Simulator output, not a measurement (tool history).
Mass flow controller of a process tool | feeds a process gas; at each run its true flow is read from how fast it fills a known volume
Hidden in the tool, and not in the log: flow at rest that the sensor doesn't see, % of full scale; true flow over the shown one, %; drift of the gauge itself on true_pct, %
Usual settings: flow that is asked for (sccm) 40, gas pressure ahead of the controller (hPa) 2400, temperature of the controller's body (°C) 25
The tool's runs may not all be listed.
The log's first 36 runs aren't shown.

run	day	flow that is asked for (sccm)	gas pressure ahead of the controller (hPa)	temperature of the controller's body (°C)	hours of work since the controller was set to zero	hours of work since the controller was changed	true flow (%)
37	105.217	6	2280	30	377	995	100.02
38	107.146	31	2400	25	392	1009	100.25
39	109.179	40	2050	25	407	1024	100.31
40	112.850	32	2050	36	433	1051	99.80
41	115.292	12	2400	35	451	1069	99.70
42	119.188	12	2400	35	480	1098	99.73
43	122.388	7	2430	26	503	1121	100.38
44	125.696	12	2400	21	528	1146	100.35
45	128.700	6	2420	25	550	1168	100.58
46	131.508	5	2110	27	570	1188	100.68
47	135.254	47	1850	34	598	1216	100.33
48	137.071	40	1970	25	611	1229	100.46
49	140.862	36	2400	38	639	1257	100.03

3 ways to go on from here, each from the tool as it stands after run 49. What would each give?
A	144.829	8	2030	38	668	1286	?
B	144.829	45	2400	38	668	1286	?
C	144.829	36	1460	32	668	1286	?

run	true flow (%)
A	100.20
B	100.26
C	100.30
Without the tool's hidden state the same runs would have given:
run	true flow (%)
A	98.61
B	99.47
C	99.47

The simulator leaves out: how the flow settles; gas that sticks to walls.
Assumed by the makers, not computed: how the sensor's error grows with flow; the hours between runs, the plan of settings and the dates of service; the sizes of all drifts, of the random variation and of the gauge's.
